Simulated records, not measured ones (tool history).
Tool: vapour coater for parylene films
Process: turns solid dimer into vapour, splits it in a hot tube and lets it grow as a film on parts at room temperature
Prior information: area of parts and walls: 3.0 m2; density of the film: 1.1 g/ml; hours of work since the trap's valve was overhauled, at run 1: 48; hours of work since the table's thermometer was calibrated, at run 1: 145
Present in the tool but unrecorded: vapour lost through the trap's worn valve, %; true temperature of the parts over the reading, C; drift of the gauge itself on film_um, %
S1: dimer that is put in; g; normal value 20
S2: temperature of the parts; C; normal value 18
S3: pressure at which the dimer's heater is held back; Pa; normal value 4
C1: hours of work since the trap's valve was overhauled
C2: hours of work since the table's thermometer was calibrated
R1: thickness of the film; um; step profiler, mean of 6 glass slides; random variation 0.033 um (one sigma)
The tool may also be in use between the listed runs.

{"run": 1, "day": 0.0, "S1": 20, "S2": 18, "S3": 4, "C1": 48, "C2": 145, "R1": 3.23}
{"run": 2, "day": 0.658, "S1": 20, "S2": 18, "S3": 4, "C1": 60, "C2": 158, "R1": 3.22}
{"run": 3, "day": 1.5, "S1": 20, "S2": 18, "S3": 4, "C1": 77, "C2": 174, "R1": 3.2}
{"run": 4, "day": 2.112, "S1": 20, "S2": 18, "S3": 4, "C1": 88, "C2": 186, "R1": 3.22}
{"run": 5, "day": 2.479, "S1": 20, "S2": 18, "S3": 4, "C1": 95, "C2": 193, "R1": 3.15}
{"run": 6, "day": 2.838, "S1": 32, "S2": 18, "S3": 4, "C1": 102, "C2": 200, "R1": 5.1}
{"run": 7, "day": 3.571, "S1": 32, "S2": 18, "S3": 4, "C1": 116, "C2": 214, "R1": 5.07}
{"run": 8, "day": 4.358, "S1": 20, "S2": 18, "S3": 5.42, "C1": 131, "C2": 229, "R1": 3.11}
{"day": 4.45, "done": "table's thermometer calibrated"}
{"run": 9, "day": 5.192, "S1": 20, "S2": 18, "S3": 5.42, "C1": 147, "C2": 14, "R1": 3.04}
{"run": 10, "day": 5.904, "S1": 20, "S2": 18, "S3": 5.42, "C1": 160, "C2": 28, "R1": 3.07}
{"run": 11, "day": 6.771, "S1": 20, "S2": 18, "S3": 5.42, "C1": 177, "C2": 45, "R1": 3.02}
{"run": 12, "day": 7.129, "S1": 25, "S2": 29, "S3": 4.45, "C1": 184, "C2": 51, "R1": 3.16}
{"run": 13, "day": 7.554, "S1": 20, "S2": 12, "S3": 4, "C1": 192, "C2": 60, "R1": 3.46}
{"run": 14, "day": 8.367, "S1": 20, "S2": 15, "S3": 6.18, "C1": 208, "C2": 75, "R1": 3.2}
{"run": 15, "day": 8.775, "S1": 20, "S2": 15, "S3": 6.18, "C1": 216, "C2": 83, "R1": 3.16}
{"day": 8.892, "done": "table's thermometer calibrated, once more"}
{"run": 16, "day": 9.375, "S1": 9, "S2": 25, "S3": 6.59, "C1": 226, "C2": 9, "R1": 1.12}
{"run": 17, "day": 9.933, "S1": 20, "S2": 18, "S3": 9.76, "C1": 237, "C2": 20, "R1": 2.83}

What does the tool deliver on the next run?
{"run": 18, "day": 10.488, "S1": 8, "S2": 18, "S3": 2.34, "C1": 248, "C2": 31, "R1": "?"}

Logged for run 18: R1 1.28 um.
Minus the tool's unlogged condition, the same run would have read R1 1.4 um.
